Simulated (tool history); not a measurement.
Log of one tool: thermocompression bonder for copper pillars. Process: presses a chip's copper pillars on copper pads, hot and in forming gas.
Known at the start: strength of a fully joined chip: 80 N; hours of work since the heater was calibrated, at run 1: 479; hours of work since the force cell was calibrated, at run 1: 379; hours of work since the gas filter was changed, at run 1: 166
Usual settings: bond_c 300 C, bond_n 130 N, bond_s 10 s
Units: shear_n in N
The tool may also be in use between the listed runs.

run,hour,bond_c,bond_n,bond_s,hours of work since the heater was calibrated,hours of work since the force cell was calibrated,hours of work since the gas filter was changed,shear_n
1,0,300,130,10,479,379,166,52.3
2,23.5,300,130,10,491,391,178,53
3,45,300,130,9,501,401,188,51.3
4,70.1,297,130,10,514,414,201,51.5
5,94.2,300,130,27,526,426,213,64.1
# hour 96.5: forming gas filter changed
6,114.5,300,130,27,536,436,9,68.2
7,126.9,300,130,10,542,442,15,55.2
8,150.8,300,130,10,554,454,27,55.4
9,168.6,300,130,15,563,463,36,61.1
10,192.8,300,83,25,575,475,48,51.4
# hour 196.9: force cell calibrated
11,224.2,300,83,21,590,14,63,48.1
12,247.6,300,130,27,602,25,75,67.2
13,265.3,290,102,20,611,34,84,50
14,293.8,288,99,16,625,49,98,45
15,319.8,325,99,13,638,62,111,57.8
# hour 349.2: force cell calibrated, once more
16,349.2,277,172,6,653,0,125,46.1
17,367.1,300,128,10,662,9,134,53.5
18,392.6,300,128,10,674,22,147,53.7

Forecast each of these 5 alternatives for the next run:
A,410.5,300,158,10,683,31,156,?
B,410.5,280,128,17,683,31,156,?
C,410.5,292,86,10,683,31,156,?
D,410.5,300,130,8,683,31,156,?
E,410.5,300,128,6,683,31,156,?

run,shear_n
A,60.4
B,51.3
C,35.7
D,50.8
E,45.9
Without the tool's hidden state the same runs would have given:
run,shear_n
A,64.7
B,55.3
C,38.7
D,54.7
E,49.5

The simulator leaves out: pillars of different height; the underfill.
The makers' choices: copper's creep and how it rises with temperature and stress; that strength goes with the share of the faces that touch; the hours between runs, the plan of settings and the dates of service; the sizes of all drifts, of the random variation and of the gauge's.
